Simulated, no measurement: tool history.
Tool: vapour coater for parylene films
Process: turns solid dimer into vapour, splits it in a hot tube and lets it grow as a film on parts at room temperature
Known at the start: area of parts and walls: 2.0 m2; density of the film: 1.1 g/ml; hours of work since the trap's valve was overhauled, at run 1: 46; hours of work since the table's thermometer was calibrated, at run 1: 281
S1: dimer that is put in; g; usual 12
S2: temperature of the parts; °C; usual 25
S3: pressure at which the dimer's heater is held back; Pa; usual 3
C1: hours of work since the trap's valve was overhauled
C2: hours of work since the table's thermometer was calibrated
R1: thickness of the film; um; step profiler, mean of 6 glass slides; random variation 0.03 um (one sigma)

run,hour,S1,S2,S3,C1,C2,R1
1,0,12,25,3,46,281,2.64
2,33.5,16,25,3,63,299,3.55
3,62.5,12,25,3,78,314,2.69
4,76.9,12,25,3,86,321,2.69
5,103.3,6,25,3,100,335,1.32
6,135.8,6,25,3,117,352,1.31
7,168.8,6,25,3,134,370,1.34
8,191.3,6,25,3,146,382,1.37
9,208,6,25,3,155,390,1.34
10,226.4,12,19,8.61,165,400,2.54
# hour 233.5: trap's valve overhauled
11,246,10,25,3,7,408,2.16
12,277.6,7,22,3.04,23,425,1.66
13,312,7,22,3.04,41,443,1.71
14,338.4,8,22,3,55,457,1.85
15,367.1,21,32,3.43,70,472,3.3
# hour 377.2: trap's valve overhauled, once more
16,404.9,13,25,4.67,15,490,2.59

5 ways to go on from here, each from the tool as it stands after run 16. What would each give?
A,430,12,24,8.35,28,503,?
B,430,13,27,5.68,28,503,?
C,430,13,21,5.15,28,503,?
D,430,13,27,3.22,28,503,?
E,430,13,31,5.75,28,503,?

run,R1
A,2.18
B,2.3
C,2.97
D,2.66
E,2.01
Without the tool's hidden state the same runs would have given:
run,R1
A,2.29
B,2.41
C,3.12
D,2.8
E,2.11
